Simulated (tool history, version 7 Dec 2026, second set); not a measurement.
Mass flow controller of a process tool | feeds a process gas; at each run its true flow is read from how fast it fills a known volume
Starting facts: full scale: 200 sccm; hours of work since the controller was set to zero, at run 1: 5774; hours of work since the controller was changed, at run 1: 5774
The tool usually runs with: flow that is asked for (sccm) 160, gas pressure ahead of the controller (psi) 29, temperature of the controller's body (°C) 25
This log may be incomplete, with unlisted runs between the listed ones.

run,hour,flow that is asked for (sccm),gas pressure ahead of the controller (psi),temperature of the controller's body (°C),hours of work since the controller was set to zero,hours of work since the controller was changed,true flow (%)
1,0,160,29,25,5774,5774,101.4
2,397.5,160,29,25,5952,5952,101.27
3,801.9,160,29,25,6134,6134,101.53
4,1000.2,160,29,25,6223,6223,101.61
# hour 1021.1: controller's zero set anew
5,1409.8,160,29,24,175,6407,101.83
6,1744,160,22.9,25,325,6557,101.63

Predict the results of run 7:
7,2067.1,80,28.1,20,470,6702,?

true flow (%): 101.83
On a tool with no hidden condition, and with the same random variation, this run would have come out at true flow (%) 98.91.

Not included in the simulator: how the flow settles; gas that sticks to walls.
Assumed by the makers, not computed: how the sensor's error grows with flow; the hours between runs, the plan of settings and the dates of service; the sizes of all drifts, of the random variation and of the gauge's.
